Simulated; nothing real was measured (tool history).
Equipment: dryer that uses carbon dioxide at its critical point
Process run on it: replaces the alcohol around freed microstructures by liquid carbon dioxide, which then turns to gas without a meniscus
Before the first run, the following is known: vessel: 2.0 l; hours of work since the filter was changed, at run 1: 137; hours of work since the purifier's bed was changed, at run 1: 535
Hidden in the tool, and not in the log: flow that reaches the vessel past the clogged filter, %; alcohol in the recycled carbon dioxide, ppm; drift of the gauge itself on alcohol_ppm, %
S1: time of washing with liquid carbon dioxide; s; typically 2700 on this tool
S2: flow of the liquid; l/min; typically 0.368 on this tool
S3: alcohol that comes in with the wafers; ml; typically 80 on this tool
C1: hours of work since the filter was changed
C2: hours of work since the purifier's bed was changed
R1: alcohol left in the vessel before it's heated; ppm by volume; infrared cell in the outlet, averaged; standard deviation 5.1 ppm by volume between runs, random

{"run": 1, "hour": 0.0, "S1": 2700, "S2": 0.368, "S3": 80, "C1": 137, "C2": 535, "R1": 303}
{"run": 2, "hour": 64.4, "S1": 2700, "S2": 0.235, "S3": 80, "C1": 172, "C2": 571, "R1": 1420}
{"hour": 88.2, "done": "inlet filter changed"}
{"run": 3, "hour": 123.4, "S1": 2700, "S2": 0.235, "S3": 80, "C1": 19, "C2": 602, "R1": 923}
{"run": 4, "hour": 178.3, "S1": 2700, "S2": 0.235, "S3": 80, "C1": 49, "C2": 632, "R1": 998}
{"run": 5, "hour": 209.3, "S1": 2700, "S2": 0.235, "S3": 80, "C1": 66, "C2": 649, "R1": 1058}
{"run": 6, "hour": 239.1, "S1": 2700, "S2": 0.261, "S3": 80, "C1": 82, "C2": 665, "R1": 806}
{"run": 7, "hour": 284.4, "S1": 2700, "S2": 0.261, "S3": 80, "C1": 107, "C2": 690, "R1": 881}
{"run": 8, "hour": 341.6, "S1": 2700, "S2": 0.261, "S3": 80, "C1": 138, "C2": 721, "R1": 990}
{"run": 9, "hour": 397.7, "S1": 2700, "S2": 0.261, "S3": 80, "C1": 169, "C2": 752, "R1": 1127}
{"hour": 431.2, "done": "inlet filter changed"}
{"run": 10, "hour": 452.6, "S1": 2700, "S2": 0.368, "S3": 80, "C1": 12, "C2": 781, "R1": 296}
{"run": 11, "hour": 508.2, "S1": 2700, "S2": 0.368, "S3": 80, "C1": 42, "C2": 811, "R1": 324}
{"run": 12, "hour": 551.3, "S1": 2700, "S2": 0.368, "S3": 80, "C1": 65, "C2": 835, "R1": 339}
{"run": 13, "hour": 580.9, "S1": 2700, "S2": 0.368, "S3": 21, "C1": 82, "C2": 851, "R1": 280}
{"run": 14, "hour": 631.4, "S1": 2700, "S2": 0.368, "S3": 21, "C1": 109, "C2": 879, "R1": 274}
{"run": 15, "hour": 686.9, "S1": 2700, "S2": 0.368, "S3": 40, "C1": 139, "C2": 909, "R1": 333}
{"run": 16, "hour": 723.4, "S1": 2700, "S2": 0.368, "S3": 40, "C1": 159, "C2": 929, "R1": 356}
{"hour": 771.8, "done": "inlet filter changed"}
{"run": 17, "hour": 780.7, "S1": 2700, "S2": 0.368, "S3": 40, "C1": 5, "C2": 959, "R1": 299}
{"hour": 833.7, "done": "purifier's bed changed"}
{"run": 18, "hour": 835.8, "S1": 2700, "S2": 0.368, "S3": 40, "C1": 33, "C2": 1, "R1": 48}
{"run": 19, "hour": 877.0, "S1": 2700, "S2": 0.368, "S3": 40, "C1": 56, "C2": 24, "R1": 61}
{"run": 20, "hour": 912.7, "S1": 2700, "S2": 0.368, "S3": 40, "C1": 75, "C2": 43, "R1": 65}
{"run": 21, "hour": 964.4, "S1": 2640, "S2": 0.368, "S3": 40, "C1": 103, "C2": 71, "R1": 98}
{"run": 22, "hour": 997.6, "S1": 2640, "S2": 0.368, "S3": 40, "C1": 121, "C2": 89, "R1": 120}
{"run": 23, "hour": 1032.7, "S1": 2700, "S2": 0.368, "S3": 78, "C1": 141, "C2": 108, "R1": 211}
{"run": 24, "hour": 1072.1, "S1": 2700, "S2": 0.368, "S3": 78, "C1": 162, "C2": 130, "R1": 233}
{"run": 25, "hour": 1100.8, "S1": 2700, "S2": 0.277, "S3": 78, "C1": 178, "C2": 146, "R1": 822}
{"hour": 1115.0, "done": "inlet filter changed"}
{"run": 26, "hour": 1165.8, "S1": 2700, "S2": 0.377, "S3": 102, "C1": 28, "C2": 180, "R1": 156}
{"run": 27, "hour": 1205.2, "S1": 1680, "S2": 0.422, "S3": 43, "C1": 49, "C2": 202, "R1": 362}
{"run": 28, "hour": 1242.4, "S1": 1680, "S2": 0.422, "S3": 43, "C1": 69, "C2": 222, "R1": 399}
{"run": 29, "hour": 1309.2, "S1": 1680, "S2": 0.422, "S3": 43, "C1": 106, "C2": 259, "R1": 461}
{"run": 30, "hour": 1373.5, "S1": 3840, "S2": 0.253, "S3": 25, "C1": 141, "C2": 294, "R1": 136}
{"run": 31, "hour": 1403.5, "S1": 2460, "S2": 0.253, "S3": 48, "C1": 157, "C2": 310, "R1": 918}
{"run": 32, "hour": 1432.4, "S1": 2460, "S2": 0.253, "S3": 41, "C1": 173, "C2": 326, "R1": 838}
{"hour": 1456.3, "done": "inlet filter changed"}
{"run": 33, "hour": 1497.3, "S1": 2460, "S2": 0.253, "S3": 41, "C1": 22, "C2": 361, "R1": 534}
{"run": 34, "hour": 1538.3, "S1": 2400, "S2": 0.269, "S3": 80, "C1": 45, "C2": 383, "R1": 895}
{"run": 35, "hour": 1580.6, "S1": 3660, "S2": 0.34, "S3": 27, "C1": 68, "C2": 406, "R1": 128}
{"run": 36, "hour": 1632.9, "S1": 3660, "S2": 0.34, "S3": 27, "C1": 96, "C2": 435, "R1": 139}
{"run": 37, "hour": 1672.2, "S1": 3660, "S2": 0.368, "S3": 41, "C1": 118, "C2": 456, "R1": 138}
{"run": 38, "hour": 1735.0, "S1": 3660, "S2": 0.368, "S3": 41, "C1": 152, "C2": 490, "R1": 149}
{"hour": 1796.9, "done": "inlet filter changed"}
{"run": 39, "hour": 1796.9, "S1": 1740, "S2": 0.574, "S3": 41, "C1": 0, "C2": 523, "R1": 179}
{"run": 40, "hour": 1843.4, "S1": 1740, "S2": 0.574, "S3": 41, "C1": 25, "C2": 549, "R1": 182}
{"run": 41, "hour": 1884.4, "S1": 1980, "S2": 0.384, "S3": 80, "C1": 48, "C2": 571, "R1": 548}
{"run": 42, "hour": 1929.4, "S1": 2400, "S2": 0.615, "S3": 80, "C1": 72, "C2": 596, "R1": 167}
{"run": 43, "hour": 1983.6, "S1": 3900, "S2": 0.368, "S3": 64, "C1": 102, "C2": 625, "R1": 176}
{"run": 44, "hour": 2021.1, "S1": 3900, "S2": 0.368, "S3": 64, "C1": 122, "C2": 646, "R1": 188}
{"run": 45, "hour": 2075.1, "S1": 3780, "S2": 0.579, "S3": 53, "C1": 152, "C2": 675, "R1": 180}

Below are 4 alternative next runs, each starting from the tool's condition after run 45. Predict each:
{"hour": 2138.7, "done": "inlet filter changed"}
{"run": "A", "hour": 2138.7, "S1": 3180, "S2": 0.38, "S3": 43, "C1": 0, "C2": 709, "R1": "?"}
{"hour": 2138.7, "done": "inlet filter changed"}
{"run": "B", "hour": 2138.7, "S1": 2700, "S2": 0.368, "S3": 100, "C1": 0, "C2": 709, "R1": "?"}
{"hour": 2138.7, "done": "inlet filter changed"}
{"run": "C", "hour": 2138.7, "S1": 3780, "S2": 0.368, "S3": 49, "C1": 0, "C2": 709, "R1": "?"}
{"hour": 2138.7, "done": "inlet filter changed"}
{"run": "D", "hour": 2138.7, "S1": 3780, "S2": 0.579, "S3": 50, "C1": 0, "C2": 709, "R1": "?"}

run=A R1=199
run=B R1=279
run=C R1=186
run=D R1=194
With the hidden condition removed and each run's random variation left untouched, the same runs would have given:
run=A R1=14
run=B R1=91
run=C R1=3
run=D R1=6
